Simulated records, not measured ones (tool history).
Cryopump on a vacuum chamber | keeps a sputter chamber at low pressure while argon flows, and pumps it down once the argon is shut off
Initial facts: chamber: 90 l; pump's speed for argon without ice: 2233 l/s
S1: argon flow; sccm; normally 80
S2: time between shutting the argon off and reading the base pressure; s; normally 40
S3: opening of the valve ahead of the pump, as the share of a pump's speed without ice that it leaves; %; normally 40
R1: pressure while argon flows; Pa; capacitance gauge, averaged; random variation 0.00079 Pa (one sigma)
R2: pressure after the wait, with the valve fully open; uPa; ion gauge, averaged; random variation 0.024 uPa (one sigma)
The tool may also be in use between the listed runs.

run	hour	S1	S2	S3	R1	R2
1	0.0	80	40	40	0.1607	1.44
2	19.0	80	40	33	0.1923	1.42
3	34.4	80	40	40	0.1603	1.48
4	52.6	80	40	37	0.1753	1.47
5	64.0	80	40	37	0.1750	1.47
6	81.4	80	40	41	0.1609	1.47
7	100.0	80	40	41	0.1616	1.53
8	109.5	80	40	41	0.1597	1.49
9	123.8	80	173	40	0.1652	0.94
10	136.9	80	173	40	0.1643	0.93
11	146.6	80	173	40	0.1677	0.94
12	162.8	80	94	40	0.1689	1.16
# hour 177.1: pump warmed up, emptied and cooled again
13	179.1	80	94	40	0.1520	0.97
14	200.8	45	40	40	0.0867	1.43
15	216.5	45	40	40	0.0840	1.40
16	227.8	45	40	40	0.0865	1.45
# hour 239.4: leaking fittings of the chamber tightened, without venting
17	239.4	45	40	40	0.0860	0.89
18	248.6	45	40	40	0.0873	0.94
19	259.1	122	124	19	0.4926	0.42
20	280.2	122	124	19	0.4910	0.41
21	289.8	47	187	19	0.1902	0.34
22	301.1	47	187	49	0.0745	0.34
23	310.3	40	158	40	0.0783	0.41
24	320.5	41	27	24	0.1311	1.33
25	340.8	95	27	24	0.3074	1.30
26	350.8	95	27	24	0.3082	1.32
27	362.2	150	244	24	0.4883	0.32
28	372.6	39	25	24	0.1267	1.40
29	384.2	39	25	24	0.1258	1.40
30	401.5	39	25	24	0.1278	1.44

Branching from run 30: 3 alternative next runs. What would each branch give?
A	419.4	116	30	39	?	?
B	419.4	80	57	40	?	?
C	419.4	39	25	51	?	?

run	R1	R2
A	0.2381	1.25
B	0.1593	0.72
C	0.0618	1.43
Take away the tool's hidden state, keep each run's random variation, and the runs would have read:
run	R1	R2
A	0.2256	1.15
B	0.1507	0.62
C	0.0576	1.33
